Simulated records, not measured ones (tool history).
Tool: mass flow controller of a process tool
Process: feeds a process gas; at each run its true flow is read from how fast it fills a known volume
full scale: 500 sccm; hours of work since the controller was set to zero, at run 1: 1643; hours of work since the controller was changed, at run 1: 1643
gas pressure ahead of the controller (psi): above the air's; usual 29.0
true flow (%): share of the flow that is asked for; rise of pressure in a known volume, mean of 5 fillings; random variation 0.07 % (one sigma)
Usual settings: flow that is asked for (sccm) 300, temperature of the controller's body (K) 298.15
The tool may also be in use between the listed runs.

| run | hour | flow that is asked for (sccm) | gas pressure ahead of the controller (psi) | temperature of the controller's body (K) | hours of work since the controller was set to zero | hours of work since the controller was changed | true flow (%) |
|---|---|---|---|---|---|---|---|
| 1 | 0.0 | 300 | 29.0 | 298.15 | 1643 | 1643 | 99.07 |
| 2 | 171.6 | 300 | 29.0 | 298.15 | 1704 | 1704 | 99.05 |
| 3 | 310.1 | 300 | 29.0 | 298.15 | 1753 | 1753 | 99.00 |
| 4 | 401.1 | 122 | 29.0 | 298.15 | 1785 | 1785 | 98.04 |
| 5 | 517.2 | 300 | 29.0 | 298.15 | 1826 | 1826 | 98.85 |
| 6 | 658.3 | 300 | 29.0 | 298.15 | 1876 | 1876 | 98.74 |
| 7 | 774.6 | 300 | 29.0 | 298.15 | 1917 | 1917 | 98.66 |
| 8 | 942.9 | 300 | 29.0 | 298.15 | 1977 | 1977 | 98.64 |
| 9 | 1125.2 | 300 | 29.0 | 298.15 | 2042 | 2042 | 98.56 |
| 10 | 1304.6 | 300 | 29.0 | 298.15 | 2105 | 2105 | 98.48 |
| 11 | 1444.9 | 300 | 29.0 | 298.15 | 2155 | 2155 | 98.52 |
| 12 | 1561.1 | 300 | 29.0 | 298.15 | 2196 | 2196 | 98.49 |
| 13 | 1721.8 | 97 | 29.0 | 298.15 | 2253 | 2253 | 97.42 |
| 14 | 1855.3 | 97 | 29.0 | 298.15 | 2300 | 2300 | 97.28 |
| 15 | 2042.3 | 97 | 29.0 | 298.15 | 2366 | 2366 | 97.14 |
| 16 | 2153.1 | 300 | 29.0 | 298.15 | 2405 | 2405 | 98.14 |
| 17 | 2316.6 | 300 | 32.6 | 298.15 | 2463 | 2463 | 98.00 |

Forecast run 18:
| 18 | 2478.0 | 300 | 32.6 | 298.15 | 2520 | 2520 | ? |

Run 18 gave true flow (%) 97.90.
Without the tool's hidden state the same run would have given true flow (%) 98.85.
